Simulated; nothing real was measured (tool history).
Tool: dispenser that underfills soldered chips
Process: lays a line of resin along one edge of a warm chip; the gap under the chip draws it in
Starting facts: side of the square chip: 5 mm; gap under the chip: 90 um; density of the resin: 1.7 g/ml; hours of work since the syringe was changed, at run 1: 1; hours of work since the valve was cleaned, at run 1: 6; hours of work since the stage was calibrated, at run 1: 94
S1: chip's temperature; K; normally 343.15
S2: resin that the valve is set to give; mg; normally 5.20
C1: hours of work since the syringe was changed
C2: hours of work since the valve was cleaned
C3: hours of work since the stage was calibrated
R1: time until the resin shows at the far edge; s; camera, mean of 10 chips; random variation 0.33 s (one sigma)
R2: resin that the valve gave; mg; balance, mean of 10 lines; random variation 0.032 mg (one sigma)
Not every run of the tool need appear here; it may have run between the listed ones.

run 1 hour=0.0 | S1=343.15 S2=5.20 | C1=1 C2=6 C3=94 | R1=14.0 R2=5.19
run 2 hour=2.9 | S1=350.15 S2=5.20 | C1=3 C2=8 C3=96 | R1=12.9 R2=5.14
-- hour=6.7 new syringe of resin
run 3 hour=7.9 | S1=350.15 S2=5.20 | C1=1 C2=11 C3=99 | R1=11.2 R2=5.17
run 4 hour=11.7 | S1=350.15 S2=5.20 | C1=3 C2=14 C3=102 | R1=13.4 R2=5.15
-- hour=15.4 new syringe of resin
run 5 hour=15.5 | S1=350.15 S2=5.20 | C1=0 C2=16 C3=104 | R1=10.5 R2=5.10
run 6 hour=21.4 | S1=343.15 S2=5.20 | C1=4 C2=20 C3=108 | R1=17.7 R2=5.11
-- hour=24.3 new syringe of resin
run 7 hour=27.6 | S1=343.15 S2=5.20 | C1=2 C2=23 C3=111 | R1=15.1 R2=5.10
-- hour=33.1 new syringe of resin
run 8 hour=34.9 | S1=340.15 S2=5.20 | C1=1 C2=28 C3=116 | R1=16.4 R2=5.08
run 9 hour=37.8 | S1=343.15 S2=5.36 | C1=3 C2=30 C3=118 | R1=16.5 R2=5.16
-- hour=41.8 new syringe of resin
run 10 hour=41.8 | S1=343.15 S2=5.36 | C1=0 C2=32 C3=120 | R1=13.9 R2=5.20
run 11 hour=46.2 | S1=343.15 S2=5.36 | C1=3 C2=35 C3=123 | R1=16.8 R2=5.16
-- hour=50.6 new syringe of resin
run 12 hour=50.7 | S1=343.15 S2=5.36 | C1=0 C2=37 C3=125 | R1=13.2 R2=5.15
run 13 hour=55.8 | S1=349.15 S2=5.20 | C1=3 C2=41 C3=129 | R1=13.6 R2=4.99
-- hour=59.3 new syringe of resin
run 14 hour=59.6 | S1=349.15 S2=5.20 | C1=0 C2=43 C3=131 | R1=10.2 R2=4.93
run 15 hour=62.9 | S1=331.15 S2=5.20 | C1=2 C2=45 C3=133 | R1=25.6 R2=5.02
run 16 hour=65.9 | S1=331.15 S2=5.20 | C1=4 C2=47 C3=135 | R1=28.8 R2=5.00
-- hour=67.8 new syringe of resin
run 17 hour=72.4 | S1=343.15 S2=5.20 | C1=3 C2=51 C3=139 | R1=17.3 R2=4.99
-- hour=73.8 dispensing valve cleaned and set on the balance
-- hour=77.8 new syringe of resin
run 18 hour=79.3 | S1=343.15 S2=5.20 | C1=1 C2=3 C3=142 | R1=14.7 R2=5.21
run 19 hour=83.4 | S1=343.15 S2=5.17 | C1=4 C2=6 C3=145 | R1=17.6 R2=5.14
-- hour=86.6 new syringe of resin
run 20 hour=88.1 | S1=349.15 S2=5.28 | C1=1 C2=9 C3=148 | R1=11.7 R2=5.22
run 21 hour=91.2 | S1=349.15 S2=5.28 | C1=3 C2=11 C3=150 | R1=13.4 R2=5.29
run 22 hour=94.5 | S1=334.15 S2=6.12 | C1=5 C2=13 C3=152 | R1=25.9 R2=6.09
-- hour=95.4 new syringe of resin
run 23 hour=97.8 | S1=334.15 S2=6.12 | C1=2 C2=15 C3=154 | R1=19.0 R2=6.08
-- hour=103.9 new syringe of resin
run 24 hour=104.5 | S1=339.15 S2=4.76 | C1=0 C2=19 C3=158 | R1=16.4 R2=4.65
run 25 hour=108.4 | S1=336.15 S2=4.64 | C1=3 C2=21 C3=160 | R1=21.5 R2=4.56
-- hour=112.3 new syringe of resin
run 26 hour=113.3 | S1=336.15 S2=4.64 | C1=1 C2=24 C3=163 | R1=19.1 R2=4.54

For run 27, what comes out?
run 27 hour=117.6 | S1=346.15 S2=5.20 | C1=3 C2=27 C3=166 | R1=? R2=?

R1: 15.1 s
R2: 5.06 mg
Without the tool's hidden state the same run would have given R1 11.8 s, R2 5.20 mg.

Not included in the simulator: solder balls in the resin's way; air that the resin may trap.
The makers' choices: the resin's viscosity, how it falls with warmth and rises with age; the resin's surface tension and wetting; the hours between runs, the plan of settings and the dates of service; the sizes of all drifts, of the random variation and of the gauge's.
